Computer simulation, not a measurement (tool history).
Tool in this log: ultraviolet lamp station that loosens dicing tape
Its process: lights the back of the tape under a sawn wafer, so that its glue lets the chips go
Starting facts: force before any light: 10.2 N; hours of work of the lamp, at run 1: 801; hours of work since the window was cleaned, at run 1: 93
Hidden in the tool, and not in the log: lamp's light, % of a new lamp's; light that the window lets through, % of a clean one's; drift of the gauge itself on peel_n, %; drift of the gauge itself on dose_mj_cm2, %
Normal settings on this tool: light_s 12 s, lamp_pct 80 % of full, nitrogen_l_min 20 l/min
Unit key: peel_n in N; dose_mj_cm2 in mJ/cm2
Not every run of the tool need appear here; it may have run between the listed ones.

run,hour,light_s,lamp_pct,nitrogen_l_min,hours of work of the lamp,hours of work since the window was cleaned,peel_n,dose_mj_cm2
1,0.0,12,80,20,801,93,1.897,142
2,25.7,12,80,36,820,112,1.524,137
3,56.6,12,80,36,843,136,1.568,135
4,75.4,12,80,36,858,150,1.493,135
5,98.0,12,80,36,875,167,1.639,134
6,121.1,12,80,20,892,184,2.093,134
7,149.7,12,80,20,914,206,2.200,126
8,168.1,12,68,20,928,220,2.817,103
9,192.9,12,80,20,946,239,2.312,125
10,216.3,13,80,20,964,256,2.050,132
11,238.5,12,80,13,981,273,2.847,122
12,268.5,12,80,13,1004,296,2.910,120
13,291.5,12,80,13,1021,313,3.114,121
14,313.3,8,80,20,1037,330,4.002,82
15,344.6,6,80,20,1061,353,4.929,59
16,380.3,6,80,20,1088,380,5.337,54
17,396.2,15,92,10,1100,392,2.442,159
18,424.0,15,66,9,1121,413,3.861,114
19,441.0,15,66,9,1134,426,3.744,108
# hour 447.0: lamp changed
# hour 469.1: window cleaned of glue's vapour
20,469.3,10,80,20,16,0,1.355,172
21,501.8,20,80,20,41,25,0.267,336
22,526.3,20,80,20,60,43,0.281,339
23,561.0,6,89,15,86,69,3.077,108
24,585.6,14,71,19,104,88,0.993,205
25,601.7,13,71,13,117,100,1.579,189
26,622.9,12,96,24,133,116,0.598,236
27,638.0,10,86,8,144,128,2.366,174
28,668.2,10,86,8,167,150,2.428,168
29,693.2,21,74,30,186,169,0.248,303
30,713.7,7,82,16,201,185,3.020,111
31,745.2,21,66,28,225,209,0.378,267
32,763.2,13,80,20,239,222,1.081,198

Take each entry between the runs: how does the hidden state at the last listed run before it differ from the hidden state at the first listed run after it?
Run 19 -> run 20: lamp changed (hour 447.0); window cleaned of glue's vapour (hour 469.1)
  lamp's light, % of a new lamp's: 55.2 -> 98.1; light that the window lets through, % of a clean one's: 92.5 -> 99.4
  difference, measured minus the result without the unlogged condition, peel_n: +2.264 -> +0.067 N; dose_mj_cm2: -107 -> -5 mJ/cm2
